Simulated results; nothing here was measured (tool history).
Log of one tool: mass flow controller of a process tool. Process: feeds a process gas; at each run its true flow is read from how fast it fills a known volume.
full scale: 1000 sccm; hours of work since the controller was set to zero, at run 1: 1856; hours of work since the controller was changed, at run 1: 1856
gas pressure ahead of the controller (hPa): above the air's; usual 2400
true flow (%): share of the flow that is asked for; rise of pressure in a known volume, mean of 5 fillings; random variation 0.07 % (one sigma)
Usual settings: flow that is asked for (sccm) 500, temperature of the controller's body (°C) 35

| run | hour | flow that is asked for (sccm) | gas pressure ahead of the controller (hPa) | temperature of the controller's body (°C) | hours of work since the controller was set to zero | hours of work since the controller was changed | true flow (%) |
|---|---|---|---|---|---|---|---|
| 1 | 0 | 500 | 2400 | 35 | 1856 | 1856 | 99.59 |
| 2 | 178.1 | 500 | 2400 | 35 | 1912 | 1912 | 99.87 |
| 3 | 588.6 | 500 | 2400 | 35 | 2042 | 2042 | 99.85 |
| 4 | 942.7 | 500 | 2400 | 35 | 2154 | 2154 | 99.88 |
| 5 | 1250.8 | 500 | 2400 | 35 | 2251 | 2251 | 100.03 |
| 6 | 1494.4 | 500 | 2400 | 35 | 2328 | 2328 | 100.01 |
| 7 | 1764.8 | 500 | 2400 | 29 | 2414 | 2414 | 100.47 |
| 8 | 1998.5 | 500 | 2400 | 29 | 2488 | 2488 | 100.62 |
| 9 | 2364.6 | 500 | 2400 | 29 | 2603 | 2603 | 100.71 |
| 10 | 2620.6 | 500 | 2400 | 29 | 2684 | 2684 | 100.74 |
| 11 | 2999.6 | 100 | 2400 | 35 | 2804 | 2804 | 103.93 |
| 12 | 3278 | 100 | 2400 | 35 | 2892 | 2892 | 103.99 |
| 13 | 3545.9 | 500 | 2400 | 35 | 2977 | 2977 | 100.33 |
| 14 | 3892.9 | 500 | 2400 | 35 | 3087 | 3087 | 100.35 |
| 15 | 4146.4 | 500 | 2400 | 35 | 3167 | 3167 | 100.37 |
| 16 | 4455.4 | 500 | 2400 | 28 | 3264 | 3264 | 101.12 |
| 17 | 4864.8 | 500 | 2400 | 28 | 3394 | 3394 | 101.16 |
| 18 | 5262 | 500 | 2400 | 35 | 3519 | 3519 | 100.67 |
| 19 | 5452.3 | 500 | 2400 | 35 | 3579 | 3579 | 100.59 |
| 20 | 5745.6 | 500 | 2400 | 35 | 3672 | 3672 | 100.69 |
| 21 | 5958.7 | 500 | 2400 | 35 | 3740 | 3740 | 100.82 |
| 22 | 6331.7 | 500 | 2400 | 35 | 3857 | 3857 | 100.81 |
| 23 | 6721.5 | 500 | 2400 | 35 | 3981 | 3981 | 100.98 |
| 24 | 7036.6 | 428 | 2400 | 35 | 4080 | 4080 | 100.98 |
|  | 7222.2 | controller's zero set anew |
| 25 | 7266.8 | 135 | 2470 | 35 | 14 | 4153 | 98.82 |
| 26 | 7697.6 | 500 | 1490 | 28 | 150 | 4289 | 99.45 |
| 27 | 8043.7 | 107 | 1620 | 33 | 260 | 4398 | 98.86 |
| 28 | 8433.4 | 107 | 1620 | 32 | 383 | 4522 | 99.02 |
| 29 | 8607.7 | 107 | 1620 | 32 | 438 | 4577 | 99.22 |
| 30 | 8943.1 | 107 | 1620 | 32 | 544 | 4683 | 99.43 |
| 31 | 9188.6 | 500 | 2190 | 35 | 622 | 4760 | 99.61 |
| 32 | 9612.9 | 144 | 1510 | 20 | 756 | 4894 | 100.6 |
| 33 | 9951.3 | 126 | 2400 | 25 | 863 | 5001 | 101 |
| 34 | 10154.9 | 376 | 2400 | 30 | 927 | 5066 | 100.31 |
| 35 | 10578.9 | 376 | 2400 | 30 | 1061 | 5200 | 100.3 |
| 36 | 10834.5 | 460 | 1500 | 35 | 1142 | 5281 | 99.45 |
| 37 | 11213.4 | 637 | 1410 | 35 | 1262 | 5400 | 99.51 |
| 38 | 11408.6 | 204 | 2410 | 35 | 1323 | 5462 | 100.4 |
| 39 | 11669.3 | 124 | 2130 | 31 | 1406 | 5545 | 101.21 |
| 40 | 12038.3 | 636 | 1480 | 35 | 1522 | 5661 | 99.74 |
| 41 | 12370.5 | 303 | 1770 | 37 | 1627 | 5766 | 99.7 |
| 42 | 12627.5 | 434 | 1770 | 28 | 1709 | 5847 | 100.57 |
| 43 | 12862 | 434 | 1770 | 28 | 1783 | 5922 | 100.61 |
| 44 | 13055.4 | 316 | 1830 | 37 | 1844 | 5983 | 99.92 |
| 45 | 13247.6 | 159 | 1570 | 22 | 1905 | 6043 | 101.95 |
| 46 | 13554.1 | 207 | 1850 | 25 | 2002 | 6140 | 101.5 |
| 47 | 13830.8 | 109 | 1850 | 27 | 2089 | 6228 | 102.94 |
| 48 | 14187.5 | 109 | 1850 | 27 | 2202 | 6341 | 103.12 |

Hidden state or all else? Some run-to-run changes of true flow (%), split into what the settings, what came in and random variation would give without the hidden state, and what is left for the hidden state (with any gauge scatter that isn't in both results):
The hidden state here: flow at rest that the sensor doesn't see, % of full scale; true flow over the shown one, %; drift of the gauge itself on true_pct, %.
Run 10 -> 11: flow that is asked for (sccm) 500 -> 100, temperature of the controller's body (°C) 29 -> 35. true flow (%) +3.19: hidden state +4.46, all else -1.27.
Run 12 -> 13: flow that is asked for (sccm) 100 -> 500. true flow (%) -3.66: hidden state -4.45, all else +0.79.
Run 24 -> 25: flow that is asked for (sccm) 428 -> 135, gas pressure ahead of the controller (hPa) 2400 -> 2470, controller's zero set anew. true flow (%) -2.16: hidden state -1.76, all else -0.4.
